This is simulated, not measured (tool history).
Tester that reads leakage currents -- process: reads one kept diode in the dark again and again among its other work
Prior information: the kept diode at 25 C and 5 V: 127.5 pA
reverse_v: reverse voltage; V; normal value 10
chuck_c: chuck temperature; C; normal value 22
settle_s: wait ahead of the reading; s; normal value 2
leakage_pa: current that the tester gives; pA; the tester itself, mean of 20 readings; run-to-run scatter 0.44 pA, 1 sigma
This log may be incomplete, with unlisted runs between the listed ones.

{"run": 1, "hour": 0.0, "reverse_v": 10, "chuck_c": 22, "settle_s": 2, "leakage_pa": 142.56}
{"run": 2, "hour": 100.1, "reverse_v": 10, "chuck_c": 22, "settle_s": 2, "leakage_pa": 140.99}
{"run": 3, "hour": 185.8, "reverse_v": 10, "chuck_c": 22, "settle_s": 2, "leakage_pa": 140.08}
{"run": 4, "hour": 265.8, "reverse_v": 6, "chuck_c": 22, "settle_s": 2, "leakage_pa": 104.71}
{"run": 5, "hour": 409.0, "reverse_v": 6, "chuck_c": 22, "settle_s": 2, "leakage_pa": 110.89}
{"run": 6, "hour": 520.8, "reverse_v": 6, "chuck_c": 22, "settle_s": 2, "leakage_pa": 109.67}
{"run": 7, "hour": 631.4, "reverse_v": 12.8, "chuck_c": 22, "settle_s": 2, "leakage_pa": 165.48}
{"run": 8, "hour": 783.8, "reverse_v": 10, "chuck_c": 22, "settle_s": 2, "leakage_pa": 141.76}
{"run": 9, "hour": 900.3, "reverse_v": 10, "chuck_c": 22, "settle_s": 2, "leakage_pa": 140.43}
{"run": 10, "hour": 981.9, "reverse_v": 10, "chuck_c": 22, "settle_s": 2, "leakage_pa": 138.6}
{"run": 11, "hour": 1062.9, "reverse_v": 10, "chuck_c": 22, "settle_s": 2, "leakage_pa": 137.1}
{"run": 12, "hour": 1203.3, "reverse_v": 10, "chuck_c": 22, "settle_s": 2, "leakage_pa": 148.16}
{"run": 13, "hour": 1294.2, "reverse_v": 1.2, "chuck_c": 36, "settle_s": 1.74, "leakage_pa": 141.3}
{"run": 14, "hour": 1428.7, "reverse_v": 1.2, "chuck_c": 32, "settle_s": 0.67, "leakage_pa": 101.77}
{"run": 15, "hour": 1506.0, "reverse_v": 5.1, "chuck_c": 22, "settle_s": 0.39, "leakage_pa": 99.41}
{"run": 16, "hour": 1577.9, "reverse_v": 5.1, "chuck_c": 22, "settle_s": 0.39, "leakage_pa": 99.09}
{"run": 17, "hour": 1720.6, "reverse_v": 6.7, "chuck_c": 45, "settle_s": 0.39, "leakage_pa": 665.85}
{"run": 18, "hour": 1835.3, "reverse_v": 2, "chuck_c": 22, "settle_s": 0.39, "leakage_pa": 57.34}
{"run": 19, "hour": 1995.3, "reverse_v": 6.3, "chuck_c": 27, "settle_s": 1.05, "leakage_pa": 173.04}
{"run": 20, "hour": 2063.3, "reverse_v": 14.5, "chuck_c": 24, "settle_s": 8.93, "leakage_pa": 211.31}
{"run": 21, "hour": 2186.5, "reverse_v": 14.5, "chuck_c": 24, "settle_s": 5.4, "leakage_pa": 199.92}
{"run": 22, "hour": 2254.1, "reverse_v": 9.5, "chuck_c": 47, "settle_s": 2.08, "leakage_pa": 937.37}
{"run": 23, "hour": 2342.5, "reverse_v": 6.6, "chuck_c": 51, "settle_s": 3.56, "leakage_pa": 1011.37}
{"run": 24, "hour": 2416.8, "reverse_v": 3.2, "chuck_c": 51, "settle_s": 1.02, "leakage_pa": 682.92}

The log once held 4 entries between its listed runs, left out of this copy. Where does each go, and what is different about the tool's unlogged condition between the listed run before it and the listed run after it?
Between runs 4 and 5: chuck's temperature calibrated (hour 367.4)
  stray current of the dirty probe card, pA a volt: 0.403 -> 0.422; current scale over the true one, %: -0.24 -> -0.3; true chuck temperature over the reading, C: -0.73 -> -0.07
  measured less the result without the state, leakage_pa: -4.49 -> +1.41 pA
Between runs 11 and 12: chuck's temperature calibrated (hour 1154.4)
  stray current of the dirty probe card, pA a volt: 0.506 -> 0.524; current scale over the true one, %: -0.56 -> -0.61; true chuck temperature over the reading, C: -0.91 -> -0.05
  measured less the result without the state, leakage_pa: -6.55 -> +3.51 pA
Between runs 18 and 19: chuck's temperature calibrated (hour 1943.9)
  stray current of the dirty probe card, pA a volt: 0.607 -> 0.628; current scale over the true one, %: -0.86 -> -0.92; true chuck temperature over the reading, C: -0.89 -> -0.09
  measured less the result without the state, leakage_pa: -3.71 -> +0.98 pA
Between runs 20 and 21: probe card cleaned and baked (hour 2132)
  stray current of the dirty probe card, pA a volt: 0.637 -> 0.031; current scale over the true one, %: -0.94 -> -0.98; true chuck temperature over the reading, C: -0.18 -> -0.33
  measured less the result without the state, leakage_pa: +3.88 -> -7.4 pA
